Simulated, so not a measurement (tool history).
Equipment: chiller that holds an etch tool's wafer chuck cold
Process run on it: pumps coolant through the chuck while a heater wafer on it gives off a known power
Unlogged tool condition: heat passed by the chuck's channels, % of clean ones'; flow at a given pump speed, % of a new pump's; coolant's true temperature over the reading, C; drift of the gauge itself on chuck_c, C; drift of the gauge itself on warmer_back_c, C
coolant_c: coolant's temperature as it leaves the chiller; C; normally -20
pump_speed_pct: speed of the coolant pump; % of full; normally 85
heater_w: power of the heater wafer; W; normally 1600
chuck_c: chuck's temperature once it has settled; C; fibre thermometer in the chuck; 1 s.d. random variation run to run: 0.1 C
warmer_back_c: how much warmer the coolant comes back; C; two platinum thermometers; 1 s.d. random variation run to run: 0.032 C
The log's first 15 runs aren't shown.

| run | hour | coolant_c | pump_speed_pct | heater_w | hours since the coolant was changed and the channels were flushed | hours since the pump was overhauled | hours since the chiller's thermometer was calibrated | chuck_c | warmer_back_c |
|---|---|---|---|---|---|---|---|---|---|
| 16 | 1550.7 | -20 | 85 | 1600 | 2672 | 3597 | 4376 | -7.7 | 4.01 |
|  | 1669.2 | chiller's thermometer calibrated |
| 17 | 1685.9 | -20 | 94 | 1600 | 2807 | 3731 | 17 | -8.6 | 3.56 |
| 18 | 1800.6 | -20 | 94 | 1600 | 2921 | 3846 | 131 | -8.4 | 3.61 |
| 19 | 1906.6 | -20 | 80 | 1600 | 3027 | 3952 | 237 | -7 | 4.28 |
| 20 | 1989.8 | -20 | 61 | 1600 | 3111 | 4035 | 321 | -4.1 | 5.75 |
| 21 | 2078.1 | -15 | 93 | 1600 | 3199 | 4124 | 409 | -3.2 | 3.65 |
| 22 | 2173.2 | -23 | 80 | 1600 | 3294 | 4219 | 504 | -9.8 | 4.29 |
| 23 | 2256.7 | -12 | 80 | 838 | 3378 | 4302 | 587 | -4.9 | 2.29 |
| 24 | 2329.3 | -27 | 61 | 1600 | 3450 | 4375 | 660 | -10.8 | 5.78 |
|  | 2369.3 | chiller's thermometer calibrated, once more |
| 25 | 2435.5 | -27 | 61 | 1600 | 3555 | 4480 | 66 | -10.9 | 5.86 |
| 26 | 2554.1 | -28 | 61 | 1600 | 3674 | 4599 | 185 | -11.9 | 5.91 |
| 27 | 2701.7 | -28 | 61 | 823 | 3822 | 4746 | 332 | -19.6 | 3.1 |
| 28 | 2785.5 | -28 | 73 | 1628 | 3905 | 4830 | 416 | -13.5 | 4.9 |
| 29 | 2876.7 | -19 | 73 | 2193 | 3996 | 4921 | 507 | 0.6 | 6.64 |
| 30 | 2961.8 | -21 | 60 | 1014 | 4082 | 5006 | 593 | -10.4 | 3.88 |
| 31 | 3103.9 | -20 | 91 | 1084 | 4224 | 5148 | 735 | -11.6 | 2.62 |
| 32 | 3204.3 | -20 | 70 | 1084 | 4324 | 5249 | 835 | -9.8 | 3.48 |
| 33 | 3292.7 | -20 | 70 | 1084 | 4413 | 5337 | 923 | -9.8 | 3.49 |

3 ways to go on from here, each from the tool as it stands after run 33. What would each give?
| A | 3412.2 | -13 | 86 | 1015 | 4532 | 5457 | 1043 | ? | ? |
| B | 3412.2 | -20 | 70 | 1052 | 4532 | 5457 | 1043 | ? | ? |
| C | 3412.2 | -22 | 71 | 1048 | 4532 | 5457 | 1043 | ? | ? |

| run | chuck_c | warmer_back_c |
|---|---|---|
| A | -4.7 | 2.61 |
| B | -10.1 | 3.33 |
| C | -12.2 | 3.31 |
With the hidden condition removed and each run's random variation left untouched, the same runs would have given:
| run | chuck_c | warmer_back_c |
|---|---|---|
| A | -6.5 | 2.31 |
| B | -12.3 | 2.94 |
| C | -14.3 | 2.92 |
